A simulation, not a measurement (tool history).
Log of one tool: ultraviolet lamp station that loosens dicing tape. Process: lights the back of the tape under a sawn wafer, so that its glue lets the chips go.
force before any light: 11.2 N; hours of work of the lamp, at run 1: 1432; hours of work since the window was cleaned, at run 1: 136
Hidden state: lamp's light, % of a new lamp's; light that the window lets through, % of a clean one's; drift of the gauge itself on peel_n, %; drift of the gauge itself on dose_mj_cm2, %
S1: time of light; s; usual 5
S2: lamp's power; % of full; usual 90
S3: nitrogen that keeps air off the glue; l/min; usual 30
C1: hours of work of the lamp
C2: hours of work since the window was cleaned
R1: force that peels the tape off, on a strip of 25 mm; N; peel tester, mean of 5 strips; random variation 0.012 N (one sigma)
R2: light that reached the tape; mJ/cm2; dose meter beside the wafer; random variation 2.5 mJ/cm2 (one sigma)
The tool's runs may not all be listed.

Run 1, hour 0: usual settings; C1 1432; C2 136. Result: R1 1.377 N, R2 182 mJ/cm2.
Run 2, hour 30.5: usual settings; C1 1456; C2 160. Result: R1 1.492 N, R2 176 mJ/cm2.
Run 3, hour 52.8: usual settings; C1 1473; C2 177. Result: R1 1.491 N, R2 178 mJ/cm2.
Run 4, hour 96.3: usual settings; C1 1507; C2 211. Result: R1 1.546 N, R2 177 mJ/cm2.
Run 5, hour 116.8: usual settings but S3 28 l/min; C1 1523; C2 227. Result: R1 1.63 N, R2 168 mJ/cm2.
Run 6, hour 156: usual settings but S1 3 s, S3 28 l/min; C1 1554; C2 258. Result: R1 3.527 N, R2 101 mJ/cm2.
Run 7, hour 179.6: usual settings; C1 1573; C2 277. Result: R1 1.619 N, R2 167 mJ/cm2.
Run 8, hour 226.7: usual settings; C1 1609; C2 313. Result: R1 1.776 N, R2 162 mJ/cm2.
Run 9, hour 270.8: usual settings but S3 58 l/min; C1 1644; C2 348. Result: R1 1.437 N, R2 155 mJ/cm2.
Run 10, hour 315.7: usual settings but S1 8 s; C1 1679; C2 383. Result: R1 0.758 N, R2 244 mJ/cm2.
Run 11, hour 338: usual settings but S1 8 s; C1 1696; C2 400. Result: R1 0.754 N, R2 242 mJ/cm2.
At hour 343.6: window cleaned of glue's vapour.
At hour 357.3: lamp changed.
Run 12, hour 376.2: usual settings but S1 8 s; C1 15; C2 25. Result: R1 0.321 N, R2 385 mJ/cm2.
Run 13, hour 407.5: usual settings but S1 3 s; C1 39; C2 49. Result: R1 2.093 N, R2 143 mJ/cm2.
Run 14, hour 428: usual settings but S1 3 s; C1 55; C2 65. Result: R1 2.176 N, R2 139 mJ/cm2.
Run 15, hour 466.5: usual settings; C1 85; C2 95. Result: R1 0.857 N, R2 230 mJ/cm2.
At hour 491.8: window cleaned of glue's vapour, once more.
Run 16, hour 491.9: usual settings; C1 105; C2 0. Result: R1 0.567 N, R2 281 mJ/cm2.
Run 17, hour 532.8: usual settings but S1 10 s; C1 137; C2 32. Result: R1 0.23 N, R2 547 mJ/cm2.
Run 18, hour 553.3: usual settings but S1 10 s, S3 15 l/min; C1 153; C2 48. Result: R1 0.252 N, R2 536 mJ/cm2.
Run 19, hour 576.3: usual settings but S1 10 s, S3 15 l/min; C1 171; C2 66. Result: R1 0.256 N, R2 540 mJ/cm2.
Run 20, hour 608.2: usual settings but S1 10 s, S3 15 l/min; C1 196; C2 91. Result: R1 0.272 N, R2 537 mJ/cm2.
Run 21, hour 633.1: usual settings but S1 10 s, S3 15 l/min; C1 215; C2 110. Result: R1 0.267 N, R2 528 mJ/cm2.
Run 22, hour 672.8: usual settings but S2 91 % of full, S3 36 l/min; C1 246; C2 142. Result: R1 0.629 N, R2 262 mJ/cm2.
Run 23, hour 713: usual settings but S1 2 s, S2 82 % of full, S3 22 l/min; C1 278; C2 173. Result: R1 4.165 N, R2 93 mJ/cm2.

Forecast run 24:
Run 24, hour 735.1: usual settings but S1 2 s, S2 82 % of full, S3 22 l/min; C1 295; C2 190. Result: R1 ?, R2 ?.

{"run 24": {"R1": 4.053, "R2": 90}}
Without the tool's hidden state the same run would have given R1 3.552 N, R2 102 mJ/cm2.

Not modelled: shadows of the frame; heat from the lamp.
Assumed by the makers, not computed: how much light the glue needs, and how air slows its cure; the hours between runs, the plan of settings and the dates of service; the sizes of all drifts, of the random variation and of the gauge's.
